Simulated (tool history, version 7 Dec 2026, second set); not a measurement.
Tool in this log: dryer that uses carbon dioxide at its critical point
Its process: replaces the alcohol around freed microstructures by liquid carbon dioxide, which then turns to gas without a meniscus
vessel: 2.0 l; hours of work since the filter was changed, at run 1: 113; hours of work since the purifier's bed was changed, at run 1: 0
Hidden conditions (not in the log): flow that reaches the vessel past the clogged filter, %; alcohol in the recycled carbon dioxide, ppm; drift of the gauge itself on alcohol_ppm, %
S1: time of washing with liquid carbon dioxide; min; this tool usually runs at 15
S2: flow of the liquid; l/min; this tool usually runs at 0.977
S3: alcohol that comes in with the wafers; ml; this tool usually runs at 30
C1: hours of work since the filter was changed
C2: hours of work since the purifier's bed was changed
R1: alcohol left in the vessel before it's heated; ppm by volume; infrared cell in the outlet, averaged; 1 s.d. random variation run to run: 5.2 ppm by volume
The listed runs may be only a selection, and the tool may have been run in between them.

{"run": 1, "hour": 0.0, "S1": 15, "S2": 0.977, "S3": 30, "C1": 113, "C2": 0, "R1": 148}
{"run": 2, "hour": 66.7, "S1": 15, "S2": 0.977, "S3": 30, "C1": 155, "C2": 42, "R1": 199}
{"run": 3, "hour": 112.4, "S1": 15, "S2": 0.977, "S3": 93, "C1": 184, "C2": 72, "R1": 631}
{"hour": 152.0, "done": "inlet filter changed"}
{"run": 4, "hour": 159.0, "S1": 22, "S2": 0.977, "S3": 30, "C1": 4, "C2": 101, "R1": 68}
{"run": 5, "hour": 208.0, "S1": 15, "S2": 1.586, "S3": 30, "C1": 36, "C2": 132, "R1": 74}
{"run": 6, "hour": 243.8, "S1": 15, "S2": 0.977, "S3": 78, "C1": 58, "C2": 154, "R1": 370}
{"run": 7, "hour": 311.2, "S1": 15, "S2": 0.977, "S3": 78, "C1": 101, "C2": 197, "R1": 437}
{"run": 8, "hour": 375.1, "S1": 12, "S2": 0.977, "S3": 30, "C1": 142, "C2": 238, "R1": 513}
{"run": 9, "hour": 440.6, "S1": 10, "S2": 1.331, "S3": 52, "C1": 184, "C2": 280, "R1": 602}
{"hour": 481.4, "done": "inlet filter changed"}
{"run": 10, "hour": 492.6, "S1": 11, "S2": 0.61, "S3": 30, "C1": 7, "C2": 312, "R1": 1596}
{"run": 11, "hour": 554.0, "S1": 11, "S2": 0.61, "S3": 30, "C1": 46, "C2": 351, "R1": 1711}
{"run": 12, "hour": 593.9, "S1": 13, "S2": 1.522, "S3": 91, "C1": 72, "C2": 377, "R1": 274}

Run 13 is up next; what results do you expect?
{"run": 13, "hour": 648.3, "S1": 15, "S2": 1.224, "S3": 30, "C1": 106, "C2": 411, "R1": "?"}

R1: 262 ppm by volume
With no hidden state in the tool, this same run would have given R1 24 ppm by volume.
